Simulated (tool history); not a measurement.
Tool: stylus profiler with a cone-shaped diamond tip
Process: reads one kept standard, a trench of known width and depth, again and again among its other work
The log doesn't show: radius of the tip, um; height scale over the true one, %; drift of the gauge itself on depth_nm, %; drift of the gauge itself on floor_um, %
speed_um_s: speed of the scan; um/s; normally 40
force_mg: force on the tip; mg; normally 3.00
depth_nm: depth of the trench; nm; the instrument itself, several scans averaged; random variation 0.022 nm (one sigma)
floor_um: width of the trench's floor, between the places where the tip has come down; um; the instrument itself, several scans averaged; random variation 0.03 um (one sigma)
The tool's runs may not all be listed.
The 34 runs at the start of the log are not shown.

| run | hour | speed_um_s | force_mg | scans with this tip | hours of work since the height scale was calibrated | depth_nm | floor_um |
|---|---|---|---|---|---|---|---|
| 35 | 1684.4 | 40 | 3.81 | 4125 | 169 | 100.86 | 48.10 |
| 36 | 1739.2 | 60 | 1.44 | 4517 | 209 | 100.51 | 47.82 |
| 37 | 1796.1 | 40 | 3.16 | 4923 | 250 | 100.75 | 48.00 |
| 38 | 1842.2 | 60 | 3.15 | 5253 | 283 | 100.80 | 47.89 |
| 39 | 1881.5 | 40 | 3.00 | 5534 | 311 | 100.74 | 47.97 |
| 40 | 1943.3 | 40 | 3.00 | 5976 | 356 | 100.76 | 47.86 |
| 41 | 1977.2 | 113 | 3.00 | 6218 | 380 | 100.77 | 47.60 |
| 42 | 2027.0 | 96 | 1.65 | 6575 | 416 | 100.53 | 47.48 |
| 43 | 2094.7 | 153 | 1.01 | 7059 | 465 | 100.43 | 46.91 |
| 44 | 2160.4 | 46 | 6.85 | 7528 | 512 | 101.26 | 47.81 |
| 45 | 2197.9 | 46 | 6.85 | 7796 | 539 | 101.33 | 47.80 |

Forecast each of these 5 alternatives for the next run:
| A | 2238.8 | 46 | 6.46 | 8089 | 568 | ? | ? |
| B | 2238.8 | 16 | 5.63 | 8089 | 568 | ? | ? |
| C | 2238.8 | 144 | 1.48 | 8089 | 568 | ? | ? |
| D | 2238.8 | 46 | 2.29 | 8089 | 568 | ? | ? |
| E | 2238.8 | 21 | 2.82 | 8089 | 568 | ? | ? |

| run | depth_nm | floor_um |
|---|---|---|
| A | 101.31 | 47.72 |
| B | 101.16 | 47.81 |
| C | 100.57 | 47.01 |
| D | 100.70 | 47.66 |
| E | 100.74 | 47.75 |
Had the tool no hidden state, the same runs would have come out as:
| run | depth_nm | floor_um |
|---|---|---|
| A | 101.20 | 48.60 |
| B | 101.05 | 48.69 |
| C | 100.46 | 47.90 |
| D | 100.60 | 48.54 |
| E | 100.63 | 48.64 |

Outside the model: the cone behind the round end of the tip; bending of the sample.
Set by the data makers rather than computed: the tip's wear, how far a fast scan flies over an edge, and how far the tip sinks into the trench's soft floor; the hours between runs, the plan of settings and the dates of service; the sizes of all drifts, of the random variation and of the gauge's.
